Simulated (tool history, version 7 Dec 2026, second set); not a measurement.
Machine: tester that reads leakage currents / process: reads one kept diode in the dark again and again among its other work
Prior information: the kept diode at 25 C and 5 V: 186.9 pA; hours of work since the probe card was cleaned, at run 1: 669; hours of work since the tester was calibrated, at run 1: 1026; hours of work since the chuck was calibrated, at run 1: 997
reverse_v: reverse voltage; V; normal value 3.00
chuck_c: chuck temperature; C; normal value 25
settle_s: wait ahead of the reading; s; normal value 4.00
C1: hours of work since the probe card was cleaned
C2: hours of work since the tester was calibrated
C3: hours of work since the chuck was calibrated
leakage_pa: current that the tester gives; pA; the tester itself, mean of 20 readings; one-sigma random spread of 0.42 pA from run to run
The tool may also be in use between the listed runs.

{"run": 1, "hour": 0.0, "reverse_v": 3.0, "chuck_c": 25, "settle_s": 4.0, "C1": 669, "C2": 1026, "C3": 997, "leakage_pa": 133.5}
{"run": 2, "hour": 41.6, "reverse_v": 1.13, "chuck_c": 25, "settle_s": 4.0, "C1": 691, "C2": 1048, "C3": 1019, "leakage_pa": 76.1}
{"run": 3, "hour": 70.6, "reverse_v": 3.0, "chuck_c": 25, "settle_s": 0.43, "C1": 707, "C2": 1063, "C3": 1035, "leakage_pa": 133.96}
{"run": 4, "hour": 89.0, "reverse_v": 3.0, "chuck_c": 25, "settle_s": 0.43, "C1": 716, "C2": 1073, "C3": 1044, "leakage_pa": 134.23}
{"run": 5, "hour": 122.2, "reverse_v": 3.0, "chuck_c": 25, "settle_s": 0.43, "C1": 734, "C2": 1091, "C3": 1062, "leakage_pa": 133.68}
{"run": 6, "hour": 148.5, "reverse_v": 3.0, "chuck_c": 25, "settle_s": 0.43, "C1": 748, "C2": 1105, "C3": 1076, "leakage_pa": 132.94}
{"run": 7, "hour": 166.8, "reverse_v": 3.0, "chuck_c": 25, "settle_s": 0.43, "C1": 758, "C2": 1115, "C3": 1086, "leakage_pa": 133.12}
{"run": 8, "hour": 197.3, "reverse_v": 9.02, "chuck_c": 25, "settle_s": 4.0, "C1": 774, "C2": 1131, "C3": 1102, "leakage_pa": 252.29}
{"run": 9, "hour": 233.5, "reverse_v": 3.0, "chuck_c": 25, "settle_s": 2.16, "C1": 794, "C2": 1151, "C3": 1122, "leakage_pa": 133.02}
{"run": 10, "hour": 269.9, "reverse_v": 3.0, "chuck_c": 25, "settle_s": 4.0, "C1": 813, "C2": 1170, "C3": 1141, "leakage_pa": 132.75}
{"run": 11, "hour": 287.0, "reverse_v": 3.0, "chuck_c": 25, "settle_s": 1.24, "C1": 822, "C2": 1179, "C3": 1150, "leakage_pa": 132.37}
{"run": 12, "hour": 324.0, "reverse_v": 3.0, "chuck_c": 25, "settle_s": 1.24, "C1": 842, "C2": 1199, "C3": 1170, "leakage_pa": 132.45}
{"run": 13, "hour": 344.9, "reverse_v": 3.22, "chuck_c": 25, "settle_s": 1.24, "C1": 853, "C2": 1210, "C3": 1181, "leakage_pa": 137.96}
{"run": 14, "hour": 362.9, "reverse_v": 3.22, "chuck_c": 25, "settle_s": 1.24, "C1": 863, "C2": 1220, "C3": 1191, "leakage_pa": 137.36}
{"run": 15, "hour": 389.5, "reverse_v": 3.0, "chuck_c": 25, "settle_s": 4.0, "C1": 877, "C2": 1234, "C3": 1205, "leakage_pa": 131.69}
{"run": 16, "hour": 409.6, "reverse_v": 3.0, "chuck_c": 25, "settle_s": 1.41, "C1": 888, "C2": 1245, "C3": 1216, "leakage_pa": 132.16}
{"run": 17, "hour": 447.6, "reverse_v": 3.0, "chuck_c": 25, "settle_s": 1.41, "C1": 908, "C2": 1265, "C3": 1236, "leakage_pa": 132.03}
{"run": 18, "hour": 475.6, "reverse_v": 3.0, "chuck_c": 25, "settle_s": 1.41, "C1": 923, "C2": 1280, "C3": 1251, "leakage_pa": 132.37}
{"run": 19, "hour": 497.8, "reverse_v": 3.0, "chuck_c": 25, "settle_s": 1.41, "C1": 935, "C2": 1292, "C3": 1263, "leakage_pa": 131.78}
{"run": 20, "hour": 520.7, "reverse_v": 3.0, "chuck_c": 25, "settle_s": 1.41, "C1": 947, "C2": 1304, "C3": 1275, "leakage_pa": 131.25}
{"run": 21, "hour": 551.5, "reverse_v": 14.31, "chuck_c": 35, "settle_s": 0.55, "C1": 964, "C2": 1321, "C3": 1292, "leakage_pa": 723.77}
{"run": 22, "hour": 584.9, "reverse_v": 14.31, "chuck_c": 35, "settle_s": 0.55, "C1": 982, "C2": 1339, "C3": 1310, "leakage_pa": 719.38}
{"run": 23, "hour": 602.7, "reverse_v": 14.31, "chuck_c": 35, "settle_s": 3.0, "C1": 991, "C2": 1348, "C3": 1319, "leakage_pa": 719.19}
{"run": 24, "hour": 638.8, "reverse_v": 1.19, "chuck_c": 32, "settle_s": 1.03, "C1": 1011, "C2": 1367, "C3": 1339, "leakage_pa": 135.94}
{"run": 25, "hour": 662.6, "reverse_v": 2.76, "chuck_c": 32, "settle_s": 4.56, "C1": 1023, "C2": 1380, "C3": 1351, "leakage_pa": 220.05}
{"run": 26, "hour": 693.8, "reverse_v": 2.76, "chuck_c": 40, "settle_s": 0.5, "C1": 1040, "C2": 1397, "C3": 1368, "leakage_pa": 409.09}
{"run": 27, "hour": 711.9, "reverse_v": 2.76, "chuck_c": 21, "settle_s": 0.5, "C1": 1050, "C2": 1406, "C3": 1378, "leakage_pa": 90.2}
{"run": 28, "hour": 736.7, "reverse_v": 2.86, "chuck_c": 56, "settle_s": 0.34, "C1": 1063, "C2": 1420, "C3": 1391, "leakage_pa": 1325.64}
{"run": 29, "hour": 758.3, "reverse_v": 2.86, "chuck_c": 56, "settle_s": 0.34, "C1": 1075, "C2": 1431, "C3": 1403, "leakage_pa": 1317.61}
{"run": 30, "hour": 776.8, "reverse_v": 6.04, "chuck_c": 23, "settle_s": 7.14, "C1": 1084, "C2": 1441, "C3": 1412, "leakage_pa": 167.65}
{"run": 31, "hour": 795.6, "reverse_v": 5.68, "chuck_c": 42, "settle_s": 1.33, "C1": 1094, "C2": 1451, "C3": 1422, "leakage_pa": 720.28}
{"run": 32, "hour": 826.5, "reverse_v": 2.33, "chuck_c": 46, "settle_s": 5.8, "C1": 1111, "C2": 1468, "C3": 1439, "leakage_pa": 574.31}
{"run": 33, "hour": 844.8, "reverse_v": 2.33, "chuck_c": 46, "settle_s": 5.8, "C1": 1121, "C2": 1478, "C3": 1449, "leakage_pa": 577.23}
{"run": 34, "hour": 869.5, "reverse_v": 2.33, "chuck_c": 46, "settle_s": 5.8, "C1": 1134, "C2": 1491, "C3": 1462, "leakage_pa": 580.08}
{"run": 35, "hour": 906.4, "reverse_v": 2.33, "chuck_c": 46, "settle_s": 5.8, "C1": 1154, "C2": 1510, "C3": 1482, "leakage_pa": 576.27}
{"run": 36, "hour": 929.4, "reverse_v": 3.0, "chuck_c": 58, "settle_s": 6.56, "C1": 1166, "C2": 1523, "C3": 1494, "leakage_pa": 1547.49}
{"run": 37, "hour": 956.2, "reverse_v": 5.97, "chuck_c": 26, "settle_s": 0.32, "C1": 1180, "C2": 1537, "C3": 1508, "leakage_pa": 212.39}
{"run": 38, "hour": 992.8, "reverse_v": 17.8, "chuck_c": 25, "settle_s": 0.67, "C1": 1200, "C2": 1557, "C3": 1528, "leakage_pa": 374.38}
{"run": 39, "hour": 1020.9, "reverse_v": 1.8, "chuck_c": 25, "settle_s": 0.49, "C1": 1215, "C2": 1572, "C3": 1543, "leakage_pa": 97.57}

Selected run-to-run steps in leakage_pa, each split into two signed amounts: the part the tool would show with no hidden state at all (from settings, incoming material and random variation), and the remainder, which goes to the hidden state together with any gauge scatter not common to the measured and the hidden-state-free results:
What the log doesn't record here: stray current of the dirty probe card, pA a volt; current scale over the true one, %; true chuck temperature over the reading, C; drift of the gauge itself on leakage_pa, %.
Run 27 -> 28: reverse_v 2.76 -> 2.86, chuck_c 21 -> 56, settle_s 0.50 -> 0.34. leakage_pa +1235.44 pA: hidden state -87.05, all else +1322.49.
Run 29 -> 30: reverse_v 2.86 -> 6.04, chuck_c 56 -> 23, settle_s 0.34 -> 7.14. leakage_pa -1149.96 pA: hidden state +83.81, all else -1233.77.
Run 36 -> 37: reverse_v 3.00 -> 5.97, chuck_c 58 -> 26, settle_s 6.56 -> 0.32. leakage_pa -1335.10 pA: hidden state +101.64, all else -1436.74.
